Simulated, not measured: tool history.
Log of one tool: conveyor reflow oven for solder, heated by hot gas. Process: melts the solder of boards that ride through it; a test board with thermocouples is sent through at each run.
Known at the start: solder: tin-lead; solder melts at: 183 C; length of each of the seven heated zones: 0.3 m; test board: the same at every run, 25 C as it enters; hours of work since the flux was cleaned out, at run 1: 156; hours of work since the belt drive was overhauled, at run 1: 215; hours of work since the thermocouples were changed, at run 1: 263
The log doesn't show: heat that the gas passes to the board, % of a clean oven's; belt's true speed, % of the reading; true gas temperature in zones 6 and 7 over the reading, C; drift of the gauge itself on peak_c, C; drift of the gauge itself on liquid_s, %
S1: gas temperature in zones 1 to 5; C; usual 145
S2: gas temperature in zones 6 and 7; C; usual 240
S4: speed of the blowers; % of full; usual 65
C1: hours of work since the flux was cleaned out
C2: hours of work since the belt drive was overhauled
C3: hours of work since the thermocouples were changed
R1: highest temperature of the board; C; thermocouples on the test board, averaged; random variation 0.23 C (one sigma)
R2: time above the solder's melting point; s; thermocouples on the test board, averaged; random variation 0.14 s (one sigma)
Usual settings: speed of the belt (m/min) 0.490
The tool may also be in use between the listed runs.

run 1 day=0.000 | S1=145 S2=240 speed_of_the_belt_(m/min)=0.490 S4=65 | C1=156 C2=215 C3=263 | R1=220.7 R2=60.0
run 2 day=1.033 | S1=145 S2=240 speed_of_the_belt_(m/min)=0.490 S4=60 | C1=176 C2=234 C3=282 | R1=219.2 R2=58.8
run 3 day=2.604 | S1=145 S2=240 speed_of_the_belt_(m/min)=0.490 S4=60 | C1=206 C2=264 C3=312 | R1=219.0 R2=58.8
-- day=3.908 flux residue cleaned out of gas plates and filters
run 4 day=4.075 | S1=145 S2=240 speed_of_the_belt_(m/min)=0.490 S4=60 | C1=3 C2=288 C3=335 | R1=218.6 R2=58.4
run 5 day=5.600 | S1=145 S2=240 speed_of_the_belt_(m/min)=0.490 S4=60 | C1=32 C2=317 C3=364 | R1=218.4 R2=58.1
run 6 day=6.938 | S1=145 S2=240 speed_of_the_belt_(m/min)=0.490 S4=60 | C1=57 C2=342 C3=389 | R1=218.5 R2=57.9
-- day=8.504 flux residue cleaned out of gas plates and filters, once more
run 7 day=8.542 | S1=145 S2=240 speed_of_the_belt_(m/min)=0.490 S4=60 | C1=1 C2=368 C3=416 | R1=219.8 R2=59.3
run 8 day=9.579 | S1=145 S2=240 speed_of_the_belt_(m/min)=0.490 S4=60 | C1=20 C2=388 C3=435 | R1=219.4 R2=59.4
run 9 day=10.750 | S1=145 S2=240 speed_of_the_belt_(m/min)=0.490 S4=74 | C1=42 C2=410 C3=457 | R1=223.5 R2=62.3
run 10 day=11.650 | S1=145 S2=228 speed_of_the_belt_(m/min)=0.490 S4=65 | C1=59 C2=427 C3=474 | R1=210.6 R2=52.3
run 11 day=12.729 | S1=145 S2=228 speed_of_the_belt_(m/min)=0.490 S4=65 | C1=80 C2=447 C3=495 | R1=210.4 R2=52.3
run 12 day=14.338 | S1=145 S2=240 speed_of_the_belt_(m/min)=0.489 S4=65 | C1=110 C2=477 C3=525 | R1=220.8 R2=60.4
run 13 day=15.362 | S1=145 S2=240 speed_of_the_belt_(m/min)=0.489 S4=65 | C1=129 C2=497 C3=544 | R1=220.4 R2=60.1
run 14 day=16.558 | S1=151 S2=230 speed_of_the_belt_(m/min)=0.538 S4=50 | C1=152 C2=519 C3=567 | R1=205.7 R2=43.4
run 15 day=17.242 | S1=151 S2=230 speed_of_the_belt_(m/min)=0.538 S4=83 | C1=165 C2=532 C3=580 | R1=214.3 R2=52.9
run 16 day=18.100 | S1=151 S2=230 speed_of_the_belt_(m/min)=0.538 S4=83 | C1=181 C2=548 C3=596 | R1=213.6 R2=52.8
run 17 day=19.633 | S1=151 S2=230 speed_of_the_belt_(m/min)=0.538 S4=83 | C1=210 C2=577 C3=625 | R1=213.4 R2=52.9
run 18 day=20.383 | S1=153 S2=242 speed_of_the_belt_(m/min)=0.460 S4=62 | C1=224 C2=591 C3=639 | R1=224.1 R2=70.2
-- day=20.662 flux residue cleaned out of gas plates and filters
run 19 day=22.262 | S1=153 S2=242 speed_of_the_belt_(m/min)=0.460 S4=62 | C1=30 C2=623 C3=671 | R1=224.8 R2=70.6
run 20 day=23.358 | S1=153 S2=242 speed_of_the_belt_(m/min)=0.460 S4=62 | C1=51 C2=644 C3=691 | R1=224.4 R2=70.7
run 21 day=24.771 | S1=153 S2=239 speed_of_the_belt_(m/min)=0.460 S4=62 | C1=77 C2=670 C3=718 | R1=221.8 R2=68.9
run 22 day=26.167 | S1=150 S2=240 speed_of_the_belt_(m/min)=0.490 S4=65 | C1=104 C2=697 C3=744 | R1=221.2 R2=62.4
run 23 day=27.008 | S1=150 S2=240 speed_of_the_belt_(m/min)=0.490 S4=65 | C1=120 C2=712 C3=760 | R1=220.9 R2=62.5
-- day=27.575 thermocouples of zones 6 and 7 changed
run 24 day=28.279 | S1=149 S2=254 speed_of_the_belt_(m/min)=0.448 S4=52 | C1=142 C2=735 C3=13 | R1=234.1 R2=76.5
run 25 day=29.371 | S1=145 S2=240 speed_of_the_belt_(m/min)=0.490 S4=67 | C1=163 C2=755 C3=34 | R1=222.7 R2=62.0

Hidden state or all else? Some run-to-run changes of R1, split into what the settings, what came in and random variation would give without the hidden state, and what is left for the hidden state (with any gauge scatter that isn't in both results):
Run 6 -> 7: flux residue cleaned out of gas plates and filters, once more. R1 +1.3 C: hidden state +1.5, all else -0.2.
Run 13 -> 14: S1 145 -> 151, S2 240 -> 230, speed of the belt (m/min) 0.489 -> 0.538, S4 65 -> 50. R1 -14.7 C: hidden state +0.2, all else -14.9.
Run 23 -> 24: S1 150 -> 149, S2 240 -> 254, speed of the belt (m/min) 0.490 -> 0.448, S4 65 -> 52, thermocouples of zones 6 and 7 changed. R1 +13.2 C: hidden state +2.4, all else +10.8.
